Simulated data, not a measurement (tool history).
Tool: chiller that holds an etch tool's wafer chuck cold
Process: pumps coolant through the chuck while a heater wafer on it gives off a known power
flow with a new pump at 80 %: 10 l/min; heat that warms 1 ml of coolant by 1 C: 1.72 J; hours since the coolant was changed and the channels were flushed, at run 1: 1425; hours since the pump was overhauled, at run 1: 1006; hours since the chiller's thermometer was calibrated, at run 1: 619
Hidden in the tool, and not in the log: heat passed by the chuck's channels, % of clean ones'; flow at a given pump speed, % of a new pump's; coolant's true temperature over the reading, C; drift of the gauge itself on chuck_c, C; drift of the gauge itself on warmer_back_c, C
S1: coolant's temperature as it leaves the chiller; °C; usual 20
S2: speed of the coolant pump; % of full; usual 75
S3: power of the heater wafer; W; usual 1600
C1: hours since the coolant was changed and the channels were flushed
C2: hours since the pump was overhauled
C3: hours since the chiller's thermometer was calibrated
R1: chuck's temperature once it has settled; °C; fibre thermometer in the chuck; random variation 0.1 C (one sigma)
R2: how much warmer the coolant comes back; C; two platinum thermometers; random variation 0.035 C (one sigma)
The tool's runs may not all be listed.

| run | hour | S1 | S2 | S3 | C1 | C2 | C3 | R1 | R2 |
|---|---|---|---|---|---|---|---|---|---|
| 1 | 0.0 | 20 | 75 | 1600 | 1425 | 1006 | 619 | 33.4 | 6.00 |
| 2 | 22.5 | 20 | 75 | 1176 | 1447 | 1028 | 641 | 29.9 | 4.47 |
| 3 | 57.3 | 20 | 75 | 1176 | 1482 | 1063 | 676 | 29.8 | 4.48 |
| 4 | 87.4 | 20 | 75 | 1600 | 1512 | 1093 | 706 | 33.7 | 5.97 |
| 5 | 111.6 | 20 | 75 | 1600 | 1536 | 1118 | 730 | 33.6 | 5.99 |
| 6 | 131.6 | 20 | 75 | 1667 | 1556 | 1138 | 750 | 34.0 | 6.31 |
| 7 | 165.8 | 20 | 75 | 1667 | 1590 | 1172 | 785 | 34.0 | 6.24 |
| 8 | 187.5 | 20 | 90 | 1667 | 1612 | 1193 | 806 | 31.7 | 5.07 |
| 9 | 222.1 | 20 | 90 | 1667 | 1647 | 1228 | 841 | 31.8 | 5.14 |
| 10 | 251.5 | 20 | 75 | 1600 | 1676 | 1257 | 870 | 33.6 | 6.02 |
| 11 | 290.2 | 20 | 75 | 1600 | 1715 | 1296 | 909 | 33.4 | 6.03 |
| 12 | 332.5 | 20 | 75 | 1600 | 1757 | 1338 | 951 | 33.4 | 6.09 |
| 13 | 377.1 | 20 | 71 | 1600 | 1802 | 1383 | 996 | 34.3 | 6.34 |
| 14 | 409.9 | 20 | 75 | 1995 | 1835 | 1416 | 1029 | 36.8 | 7.47 |
| 15 | 451.3 | 20 | 75 | 1995 | 1876 | 1457 | 1070 | 36.9 | 7.45 |
| 16 | 479.5 | 20 | 75 | 1995 | 1904 | 1485 | 1098 | 36.7 | 7.54 |
| 17 | 521.0 | 13 | 91 | 1111 | 1946 | 1527 | 1140 | 20.7 | 3.37 |
| 18 | 566.7 | 20 | 91 | 1111 | 1991 | 1573 | 1185 | 27.6 | 3.37 |
| 19 | 604.3 | 18 | 62 | 1677 | 2029 | 1610 | 1223 | 35.0 | 7.82 |
| 20 | 634.6 | 18 | 62 | 1677 | 2059 | 1641 | 1253 | 35.0 | 7.85 |
| 21 | 677.7 | 20 | 84 | 936 | 2102 | 1684 | 1296 | 27.0 | 3.04 |
| 22 | 701.9 | 25 | 75 | 1803 | 2127 | 1708 | 1321 | 40.1 | 6.80 |
| 23 | 729.0 | 20 | 60 | 907 | 2154 | 1735 | 1348 | 29.5 | 4.40 |
| 24 | 751.6 | 15 | 69 | 2002 | 2176 | 1758 | 1370 | 33.2 | 8.25 |
| 25 | 796.3 | 15 | 69 | 2002 | 2221 | 1802 | 1415 | 33.4 | 8.22 |
| 26 | 838.5 | 15 | 69 | 2002 | 2263 | 1844 | 1457 | 33.2 | 8.30 |
| 27 | 868.1 | 12 | 69 | 1298 | 2293 | 1874 | 1487 | 23.9 | 5.33 |
| 28 | 906.9 | 15 | 76 | 1875 | 2332 | 1913 | 1526 | 30.5 | 6.92 |
| 29 | 927.9 | 12 | 83 | 1973 | 2353 | 1934 | 1547 | 27.1 | 6.59 |
| 30 | 952.3 | 12 | 70 | 1753 | 2377 | 1958 | 1571 | 27.7 | 7.13 |
| 31 | 972.7 | 10 | 70 | 1753 | 2397 | 1979 | 1591 | 25.7 | 7.19 |

Forecast each of these 4 alternatives for the next run:
| A | 1014.3 | 19 | 95 | 1600 | 2439 | 2020 | 1633 | ? | ? |
| B | 1014.3 | 18 | 75 | 1032 | 2439 | 2020 | 1633 | ? | ? |
| C | 1014.3 | 26 | 75 | 1778 | 2439 | 2020 | 1633 | ? | ? |
| D | 1014.3 | 28 | 71 | 1058 | 2439 | 2020 | 1633 | ? | ? |

| run | R1 | R2 |
|---|---|---|
| A | 29.8 | 4.53 |
| B | 26.8 | 3.90 |
| C | 41.0 | 6.70 |
| D | 37.3 | 4.26 |
Without the tool's hidden state the same runs would have given:
| run | R1 | R2 |
|---|---|---|
| A | 29.8 | 4.52 |
| B | 26.8 | 3.90 |
| C | 40.9 | 6.69 |
| D | 37.3 | 4.26 |

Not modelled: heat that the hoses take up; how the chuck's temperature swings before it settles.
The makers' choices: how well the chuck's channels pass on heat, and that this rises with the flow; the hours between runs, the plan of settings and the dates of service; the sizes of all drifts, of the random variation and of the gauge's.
